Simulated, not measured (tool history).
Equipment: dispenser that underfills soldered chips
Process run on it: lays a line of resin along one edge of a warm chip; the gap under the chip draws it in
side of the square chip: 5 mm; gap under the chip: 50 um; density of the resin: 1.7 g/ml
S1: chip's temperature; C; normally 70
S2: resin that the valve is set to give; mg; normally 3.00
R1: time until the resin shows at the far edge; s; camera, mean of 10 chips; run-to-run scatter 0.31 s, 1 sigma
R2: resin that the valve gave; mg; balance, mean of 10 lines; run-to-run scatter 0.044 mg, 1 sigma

Run 1, hour 0.0: usual settings. Result: R1 9.6 s, R2 2.81 mg.
Run 2, hour 2.5: usual settings. Result: R1 10.2 s, R2 2.86 mg.
At hour 3.2: new syringe of resin.
Run 3, hour 6.6: usual settings. Result: R1 8.0 s, R2 2.79 mg.
Run 4, hour 11.2: usual settings but S2 2.98 mg. Result: R1 10.4 s, R2 2.77 mg.
At hour 13.9: new syringe of resin.
Run 5, hour 13.9: usual settings but S2 2.98 mg. Result: R1 6.3 s, R2 2.71 mg.
Run 6, hour 17.5: usual settings but S1 62 C, S2 2.98 mg. Result: R1 12.3 s, R2 2.75 mg.
Run 7, hour 22.1: usual settings but S2 2.90 mg. Result: R1 10.1 s, R2 2.69 mg.
At hour 24.4: new syringe of resin.
Run 8, hour 25.5: usual settings but S2 2.90 mg. Result: R1 7.4 s, R2 2.64 mg.
Run 9, hour 30.4: usual settings but S2 2.90 mg. Result: R1 9.0 s, R2 2.60 mg.
Run 10, hour 32.8: usual settings but S2 2.90 mg. Result: R1 9.7 s, R2 2.60 mg.
At hour 35.0: new syringe of resin.
Run 11, hour 38.0: usual settings but S1 82 C. Result: R1 4.2 s, R2 2.70 mg.
Run 12, hour 41.3: usual settings but S2 3.12 mg. Result: R1 8.2 s, R2 2.87 mg.
Run 13, hour 43.9: usual settings but S2 3.12 mg. Result: R1 9.9 s, R2 2.76 mg.
At hour 45.4: new syringe of resin.
Run 14, hour 46.6: usual settings. Result: R1 6.9 s, R2 2.70 mg.
Run 15, hour 51.0: usual settings. Result: R1 8.5 s, R2 2.66 mg.
Run 16, hour 54.0: usual settings. Result: R1 9.8 s, R2 2.63 mg.
At hour 56.0: new syringe of resin.
Run 17, hour 57.6: usual settings. Result: R1 7.6 s, R2 2.64 mg.
Run 18, hour 60.3: usual settings. Result: R1 8.9 s, R2 2.66 mg.
Run 19, hour 64.6: usual settings but S1 64 C, S2 3.80 mg. Result: R1 13.2 s, R2 3.31 mg.
At hour 66.7: new syringe of resin.
Run 20, hour 68.1: usual settings but S1 64 C, S2 3.80 mg. Result: R1 9.4 s, R2 3.34 mg.
At hour 70.5: dispensing valve cleaned and set on the balance.
Run 21, hour 72.6: usual settings but S1 73 C, S2 3.23 mg. Result: R1 7.7 s, R2 3.23 mg.
Run 22, hour 74.9: usual settings but S1 73 C, S2 3.23 mg. Result: R1 8.1 s, R2 3.27 mg.
At hour 78.1: new syringe of resin.
Run 23, hour 78.9: usual settings but S1 65 C, S2 2.67 mg. Result: R1 8.9 s, R2 2.58 mg.
Run 24, hour 81.7: usual settings but S2 3.02 mg. Result: R1 7.6 s, R2 3.03 mg.
Run 25, hour 86.1: usual settings but S1 77 C, S2 3.10 mg. Result: R1 7.1 s, R2 3.05 mg.
At hour 88.6: new syringe of resin.
Run 26, hour 89.4: usual settings but S1 71 C, S2 2.63 mg. Result: R1 6.1 s, R2 2.53 mg.
Run 27, hour 92.8: usual settings but S1 71 C, S2 2.50 mg. Result: R1 8.3 s, R2 2.42 mg.
Run 28, hour 97.3: usual settings but S1 67 C, S2 3.24 mg. Result: R1 10.7 s, R2 3.18 mg.
At hour 99.1: new syringe of resin.
Run 29, hour 102.2: usual settings but S1 67 C, S2 3.24 mg. Result: R1 8.9 s, R2 3.17 mg.
Run 30, hour 105.5: usual settings but S1 67 C, S2 3.24 mg. Result: R1 9.5 s, R2 3.11 mg.
Run 31, hour 108.0: usual settings but S1 67 C, S2 3.24 mg. Result: R1 11.0 s, R2 3.11 mg.
At hour 109.6: new syringe of resin.
Run 32, hour 110.5: usual settings but S1 74 C, S2 3.44 mg. Result: R1 5.7 s, R2 3.29 mg.
Run 33, hour 113.9: usual settings but S1 63 C, S2 3.21 mg. Result: R1 10.6 s, R2 3.20 mg.
Run 34, hour 117.2: usual settings but S1 60 C, S2 2.84 mg. Result: R1 15.5 s, R2 2.81 mg.
At hour 120.2: new syringe of resin.
Run 35, hour 120.6: usual settings but S1 60 C, S2 2.84 mg. Result: R1 11.2 s, R2 2.77 mg.
Run 36, hour 124.5: usual settings but S1 66 C, S2 3.29 mg. Result: R1 9.9 s, R2 3.23 mg.

Had the tool no unlogged condition, and each run kept its random variation, what would the results have been?
The tool's hidden condition here consists of: resin's viscosity, % of fresh resin's; dose that the valve gives, % of what is set; true chip temperature over the reading, C; drift of the gauge itself on fill_s, %; drift of the gauge itself on given_mg, %.
run    R1    R2
  1   6.9  3.05
  2   6.5  3.10
  3   6.9  3.03
  4   7.4  3.02
  5   6.3  2.97
  6  10.6  3.02
  7   6.9  2.95
  8   7.1  2.91
  9   7.0  2.88
 10   6.7  2.88
 11   3.7  3.00
 12   6.2  3.19
 13   6.7  3.09
 14   6.6  3.02
 15   6.6  2.99
 16   6.6  2.96
 17   6.9  2.98
 18   7.2  3.00
 19   9.0  3.76
 20   8.9  3.79
 21   6.4  3.23
 22   6.0  3.27
 23   8.7  2.59
 24   6.6  3.04
 25   5.1  3.07
 26   6.1  2.56
 27   7.0  2.45
 28   7.4  3.23
 29   7.9  3.23
 30   7.1  3.18
 31   7.5  3.18
 32   5.6  3.37
 33   8.9  3.28
 34  11.3  2.89
 35  11.2  2.86
 36   8.4  3.34

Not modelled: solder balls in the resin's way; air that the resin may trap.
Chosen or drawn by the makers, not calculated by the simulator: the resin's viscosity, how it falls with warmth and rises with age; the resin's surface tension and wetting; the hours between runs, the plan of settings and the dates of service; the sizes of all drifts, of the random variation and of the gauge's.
